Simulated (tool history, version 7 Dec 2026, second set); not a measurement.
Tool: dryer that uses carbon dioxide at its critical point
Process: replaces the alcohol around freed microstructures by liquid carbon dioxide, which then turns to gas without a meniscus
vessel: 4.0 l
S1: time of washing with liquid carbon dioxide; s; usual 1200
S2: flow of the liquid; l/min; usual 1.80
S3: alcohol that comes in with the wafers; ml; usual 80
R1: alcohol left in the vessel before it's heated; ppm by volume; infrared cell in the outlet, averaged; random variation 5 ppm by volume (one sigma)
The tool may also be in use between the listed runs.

run,day,S1,S2,S3,R1
1,0.000,1200,1.80,80,69
2,0.362,1200,1.14,80,256
3,0.754,1200,1.14,80,263
4,1.129,1200,1.14,80,268
5,1.304,1200,1.80,80,80
6,1.492,1200,1.80,80,69
7,1.679,1200,1.80,80,82
8,1.875,1200,1.80,80,78
9,2.075,1200,2.86,80,59
10,2.417,1200,2.86,80,67
11,2.683,780,1.80,80,252
12,2.892,780,1.80,80,257
13,3.229,780,1.80,80,250
14,3.400,780,1.80,80,267
15,3.708,780,1.80,80,263
16,4.079,1200,1.80,80,87
17,4.279,1200,1.23,80,235
18,4.604,1200,1.66,80,97
19,5.021,1200,1.66,80,100
20,5.417,1200,1.80,56,80
21,5.717,1380,1.80,28,72
22,5.988,900,1.92,35,110
23,6.346,1560,1.24,26,88
24,6.529,1680,1.79,34,88
25,6.754,960,1.52,25,144
26,7.033,960,1.80,80,162
27,7.446,900,1.80,72,181
28,7.629,900,1.80,72,184
29,8.042,1860,1.44,72,86
30,8.329,1200,1.13,72,326
31,8.546,1140,2.74,47,76
32,8.921,1620,2.78,50,83
33,9.117,1080,1.83,31,103
34,9.438,960,1.29,56,349
35,9.617,1080,1.80,80,125
36,9.846,1080,1.80,80,140
37,10.200,1080,1.44,80,235
38,10.467,780,1.80,50,229
39,10.883,1380,1.74,80,105

Some steps in R1 between neighbouring runs. How much of each would the tool show without its hidden state too (settings, what came in, random variation), and how much is left for the hidden state, with any gauge scatter that isn't in both results?
The hidden state here: flow that reaches the vessel past the clogged filter, %; alcohol in the recycled carbon dioxide, ppm; drift of the gauge itself on alcohol_ppm, %.
Run 29 -> 30: S1 1860 -> 1200, S2 1.44 -> 1.13. R1 +240 ppm by volume: hidden state +88, all else +152.
Run 30 -> 31: S1 1200 -> 1140, S2 1.13 -> 2.74, S3 72 -> 47. R1 -250 ppm by volume: hidden state -94, all else -156.
Run 33 -> 34: S1 1080 -> 960, S2 1.83 -> 1.29, S3 31 -> 56. R1 +246 ppm by volume: hidden state +92, all else +154.
